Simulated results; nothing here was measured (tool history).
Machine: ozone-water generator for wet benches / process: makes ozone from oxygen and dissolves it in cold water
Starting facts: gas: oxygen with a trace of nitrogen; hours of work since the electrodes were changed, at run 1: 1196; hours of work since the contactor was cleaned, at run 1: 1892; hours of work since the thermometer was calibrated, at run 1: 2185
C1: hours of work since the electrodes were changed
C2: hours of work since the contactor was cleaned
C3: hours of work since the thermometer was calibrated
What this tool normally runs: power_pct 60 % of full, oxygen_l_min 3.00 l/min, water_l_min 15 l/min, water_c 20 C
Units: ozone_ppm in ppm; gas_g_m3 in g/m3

run 1 hour=0.0 | power_pct=60 oxygen_l_min=3.00 water_l_min=15 water_c=20 | C1=1196 C2=1892 C3=2185 | ozone_ppm=12.3 gas_g_m3=130.0
run 2 hour=195.4 | power_pct=60 oxygen_l_min=3.00 water_l_min=15 water_c=20 | C1=1347 C2=2043 C3=2336 | ozone_ppm=12.5 gas_g_m3=131.7
run 3 hour=415.3 | power_pct=60 oxygen_l_min=3.29 water_l_min=15 water_c=20 | C1=1517 C2=2213 C3=2506 | ozone_ppm=12.6 gas_g_m3=123.6
run 4 hour=543.5 | power_pct=60 oxygen_l_min=3.00 water_l_min=15 water_c=20 | C1=1617 C2=2313 C3=2605 | ozone_ppm=12.5 gas_g_m3=129.9
run 5 hour=683.2 | power_pct=60 oxygen_l_min=3.00 water_l_min=15 water_c=20 | C1=1725 C2=2421 C3=2714 | ozone_ppm=12.4 gas_g_m3=129.9
run 6 hour=823.4 | power_pct=60 oxygen_l_min=3.00 water_l_min=15 water_c=17 | C1=1833 C2=2529 C3=2822 | ozone_ppm=13.0 gas_g_m3=127.1
run 7 hour=946.0 | power_pct=60 oxygen_l_min=2.97 water_l_min=15 water_c=20 | C1=1928 C2=2624 C3=2917 | ozone_ppm=12.3 gas_g_m3=129.4
run 8 hour=1135.0 | power_pct=44 oxygen_l_min=3.58 water_l_min=15 water_c=14 | C1=2074 C2=2771 C3=3063 | ozone_ppm=10.9 gas_g_m3=97.0
run 9 hour=1352.6 | power_pct=44 oxygen_l_min=3.58 water_l_min=15 water_c=14 | C1=2243 C2=2939 C3=3232 | ozone_ppm=11.1 gas_g_m3=96.1
-- hour=1476.3 contactor cleaned
run 10 hour=1501.6 | power_pct=60 oxygen_l_min=2.31 water_l_min=15 water_c=15 | C1=2355 C2=20 C3=3344 | ozone_ppm=12.7 gas_g_m3=150.3
run 11 hour=1725.6 | power_pct=60 oxygen_l_min=2.13 water_l_min=15 water_c=13 | C1=2529 C2=193 C3=3518 | ozone_ppm=12.8 gas_g_m3=156.6
run 12 hour=1829.8 | power_pct=60 oxygen_l_min=2.06 water_l_min=15 water_c=20 | C1=2609 C2=274 C3=3598 | ozone_ppm=12.0 gas_g_m3=158.0
run 13 hour=2007.8 | power_pct=60 oxygen_l_min=2.06 water_l_min=15 water_c=20 | C1=2747 C2=411 C3=3736 | ozone_ppm=12.1 gas_g_m3=158.0

Branching from run 13: 5 alternative next runs. What would each branch give?
run A hour=2226.7 | power_pct=47 oxygen_l_min=3.00 water_l_min=15 water_c=14 | C1=2917 C2=581 C3=3906 | ozone_ppm=? gas_g_m3=?
run B hour=2226.7 | power_pct=71 oxygen_l_min=3.00 water_l_min=15 water_c=15 | C1=2917 C2=581 C3=3906 | ozone_ppm=? gas_g_m3=?
run C hour=2226.7 | power_pct=60 oxygen_l_min=2.06 water_l_min=15 water_c=22 | C1=2917 C2=581 C3=3906 | ozone_ppm=? gas_g_m3=?
run D hour=2226.7 | power_pct=60 oxygen_l_min=3.00 water_l_min=19 water_c=20 | C1=2917 C2=581 C3=3906 | ozone_ppm=? gas_g_m3=?
run E hour=2226.7 | power_pct=60 oxygen_l_min=3.00 water_l_min=12 water_c=20 | C1=2917 C2=581 C3=3906 | ozone_ppm=? gas_g_m3=?

run=A ozone_ppm=11.4 gas_g_m3=110.1
run=B ozone_ppm=14.4 gas_g_m3=139.4
run=C ozone_ppm=11.7 gas_g_m3=158.5
run=D ozone_ppm=10.1 gas_g_m3=126.2
run=E ozone_ppm=14.4 gas_g_m3=125.3
What these runs would have given with no unlogged condition in the tool:
run=A ozone_ppm=11.9 gas_g_m3=114.6
run=B ozone_ppm=15.3 gas_g_m3=147.0
run=C ozone_ppm=12.4 gas_g_m3=166.1
run=D ozone_ppm=10.7 gas_g_m3=132.4
run=E ozone_ppm=15.1 gas_g_m3=131.4
